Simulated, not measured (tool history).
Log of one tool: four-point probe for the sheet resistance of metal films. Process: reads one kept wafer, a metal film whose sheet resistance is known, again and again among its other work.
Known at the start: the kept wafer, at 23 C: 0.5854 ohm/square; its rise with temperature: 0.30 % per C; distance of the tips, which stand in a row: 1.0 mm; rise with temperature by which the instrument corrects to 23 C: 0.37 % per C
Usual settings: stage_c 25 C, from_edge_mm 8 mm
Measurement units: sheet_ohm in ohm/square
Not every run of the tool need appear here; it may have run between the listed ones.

Run 1, hour 0: usual settings. Result: sheet_ohm 0.589372 ohm/square.
Run 2, hour 49: usual settings. Result: sheet_ohm 0.589532 ohm/square.
Run 3, hour 114.3: usual settings. Result: sheet_ohm 0.589438 ohm/square.
Run 4, hour 187.3: usual settings but from_edge_mm 11 mm. Result: sheet_ohm 0.587047 ohm/square.
Run 5, hour 244.9: usual settings but from_edge_mm 11 mm. Result: sheet_ohm 0.587173 ohm/square.
Run 6, hour 302.3: usual settings but from_edge_mm 11 mm. Result: sheet_ohm 0.587045 ohm/square.
Run 7, hour 347.9: usual settings but from_edge_mm 20 mm. Result: sheet_ohm 0.585508 ohm/square.
Run 8, hour 409.1: usual settings. Result: sheet_ohm 0.589418 ohm/square.
Run 9, hour 480.6: usual settings. Result: sheet_ohm 0.589263 ohm/square.
Run 10, hour 549.7: usual settings. Result: sheet_ohm 0.589424 ohm/square.
Run 11, hour 607.4: usual settings. Result: sheet_ohm 0.589206 ohm/square.
Run 12, hour 646.8: usual settings. Result: sheet_ohm 0.589404 ohm/square.
Run 13, hour 716: usual settings. Result: sheet_ohm 0.589401 ohm/square.
Run 14, hour 772.8: usual settings. Result: sheet_ohm 0.589384 ohm/square.
Run 15, hour 807.4: usual settings. Result: sheet_ohm 0.589337 ohm/square.
Run 16, hour 871: usual settings but stage_c 21 C, from_edge_mm 25 mm. Result: sheet_ohm 0.586764 ohm/square.
Run 17, hour 939.8: usual settings but stage_c 21 C, from_edge_mm 25 mm. Result: sheet_ohm 0.586784 ohm/square.
Run 18, hour 1008: usual settings but stage_c 22 C, from_edge_mm 5 mm. Result: sheet_ohm 0.598064 ohm/square.
Run 19, hour 1064.6: usual settings but from_edge_mm 4 mm. Result: sheet_ohm 0.603604 ohm/square.
Run 20, hour 1120.6: usual settings but stage_c 23 C, from_edge_mm 75 mm. Result: sheet_ohm 0.585337 ohm/square.
Run 21, hour 1152.5: usual settings but stage_c 18 C, from_edge_mm 63 mm. Result: sheet_ohm 0.587709 ohm/square.
Run 22, hour 1197.4: usual settings but stage_c 33 C, from_edge_mm 33 mm. Result: sheet_ohm 0.581373 ohm/square.
Run 23, hour 1234.7: usual settings but stage_c 30 C, from_edge_mm 4 mm. Result: sheet_ohm 0.601544 ohm/square.
Run 24, hour 1282.3: usual settings but stage_c 18 C, from_edge_mm 10 mm. Result: sheet_ohm 0.590703 ohm/square.
Run 25, hour 1338: usual settings but stage_c 26 C, from_edge_mm 4 mm. Result: sheet_ohm 0.603163 ohm/square.
Run 26, hour 1374.2: usual settings but stage_c 26 C, from_edge_mm 4 mm. Result: sheet_ohm 0.602945 ohm/square.
Run 27, hour 1445.2: usual settings but stage_c 26 C, from_edge_mm 61 mm. Result: sheet_ohm 0.584285 ohm/square.
Run 28, hour 1486.4: usual settings but stage_c 24 C, from_edge_mm 7 mm. Result: sheet_ohm 0.591189 ohm/square.

Consider 4 possible next runs. They are alternatives, not a sequence: every one starts from the tool as it was left by run 28. What does each give?
Run A, hour 1521.1: usual settings but stage_c 27 C, from_edge_mm 10 mm. Result: sheet_ohm ?.
Run B, hour 1521.1: usual settings but stage_c 20 C, from_edge_mm 20 mm. Result: sheet_ohm ?.
Run C, hour 1521.1: usual settings but stage_c 33 C, from_edge_mm 40 mm. Result: sheet_ohm ?.
Run D, hour 1521.1: usual settings but stage_c 30 C, from_edge_mm 5 mm. Result: sheet_ohm ?.

run  sheet_ohm
  A   0.586854
  B   0.587291
  C   0.581332
  D   0.594726
What these runs would have given with no unlogged condition in the tool:
run  sheet_ohm
  A   0.586911
  B   0.587349
  C   0.581389
  D   0.594784

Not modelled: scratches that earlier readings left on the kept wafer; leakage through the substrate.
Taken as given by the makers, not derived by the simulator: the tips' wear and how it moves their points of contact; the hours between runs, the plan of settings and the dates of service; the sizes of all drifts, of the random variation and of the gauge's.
